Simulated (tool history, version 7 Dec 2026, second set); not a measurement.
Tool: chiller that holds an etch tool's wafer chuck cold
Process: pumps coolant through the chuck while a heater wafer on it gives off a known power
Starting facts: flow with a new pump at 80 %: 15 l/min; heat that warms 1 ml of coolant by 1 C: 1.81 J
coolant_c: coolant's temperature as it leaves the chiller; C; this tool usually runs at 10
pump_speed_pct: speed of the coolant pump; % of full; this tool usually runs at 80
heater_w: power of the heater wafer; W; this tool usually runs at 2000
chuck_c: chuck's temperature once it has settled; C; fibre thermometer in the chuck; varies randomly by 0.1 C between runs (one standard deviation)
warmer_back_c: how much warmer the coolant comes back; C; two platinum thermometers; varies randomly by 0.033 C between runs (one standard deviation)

run	hour	coolant_c	pump_speed_pct	heater_w	chuck_c	warmer_back_c
1	0.0	10	80	2000	29.8	4.57
2	54.5	10	80	2000	29.9	4.62
3	97.5	10	80	2000	29.9	4.51
4	146.0	10	80	1771	27.7	4.09
5	176.0	10	80	2000	30.1	4.61
6	217.1	10	80	2000	30.0	4.59
# hour 227.5: coolant pump overhauled
7	281.1	10	80	2000	30.2	4.65
8	313.1	10	91	2000	28.5	4.07
9	346.8	10	63	2000	33.5	6.06
# hour 374.9: coolant pump overhauled, once more
10	402.6	14	64	2000	36.4	5.53
11	452.8	10	80	2093	30.4	4.63
12	503.2	1	93	1161	11.7	2.19
13	546.3	3	93	1015	12.1	1.95
14	596.3	20	80	1803	37.6	3.97
15	646.0	10	100	2000	27.0	3.45
16	683.5	10	80	2021	29.8	4.46
17	712.3	10	80	2021	29.9	4.47
18	741.8	10	80	2021	30.0	4.47

3 options for the next run, each taken on its own from the tool as it stands now. Forecast them:
A	782.7	10	71	2021	?	?
B	782.7	6	83	1963	?	?
C	782.7	5	85	1566	?	?

run	chuck_c	warmer_back_c
A	31.5	5.03
B	24.9	4.17
C	19.8	3.18
Without the tool's hidden state the same runs would have given:
run	chuck_c	warmer_back_c
A	29.8	5.04
B	23.3	4.18
C	18.5	3.18
